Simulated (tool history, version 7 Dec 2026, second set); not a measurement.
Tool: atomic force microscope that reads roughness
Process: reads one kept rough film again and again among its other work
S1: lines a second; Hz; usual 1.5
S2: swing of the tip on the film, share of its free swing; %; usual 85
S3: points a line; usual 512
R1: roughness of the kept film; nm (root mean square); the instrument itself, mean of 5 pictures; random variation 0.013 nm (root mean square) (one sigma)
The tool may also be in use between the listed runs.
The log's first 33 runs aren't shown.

run    hour    S1  S2   S3     R1
 34  1036.5   1.3  58  576  3.152
 35    1063  0.96  85  371  2.832
     1072.7  -- new tip fitted
 36    1089  0.96  85  371  3.145
 37  1128.5   1.5  89  304  2.784
 38  1158.5   1.5  64  309  3.165
 39  1194.7   1.5  57  653  3.118
     1215.5  -- new tip fitted
 40  1224.2   0.7  78  653  3.366
 41  1242.8   1.5  85  332  2.969
 42  1277.4  2.62  69  654  3.003
 43    1322  2.98  86  512  2.368
 44  1355.2  1.25  86  328  2.738
     1358.9  -- new tip fitted
 45  1391.6  0.51  65  557  3.426
 46  1415.3  0.72  85  512  3.149
 47  1446.4   0.8  85  512  3.039
 48  1491.1  0.51  85  512  3.043
     1501.1  -- new tip fitted
 49    1530  0.51  85  512  3.303
 50  1568.8  0.51  86  512  3.162

Forecast run 51:
 51  1606.7  0.88  78  412   ?

R1: 3.028 nm (root mean square)
Without the tool's hidden state the same run would have given R1 3.293 nm (root mean square).

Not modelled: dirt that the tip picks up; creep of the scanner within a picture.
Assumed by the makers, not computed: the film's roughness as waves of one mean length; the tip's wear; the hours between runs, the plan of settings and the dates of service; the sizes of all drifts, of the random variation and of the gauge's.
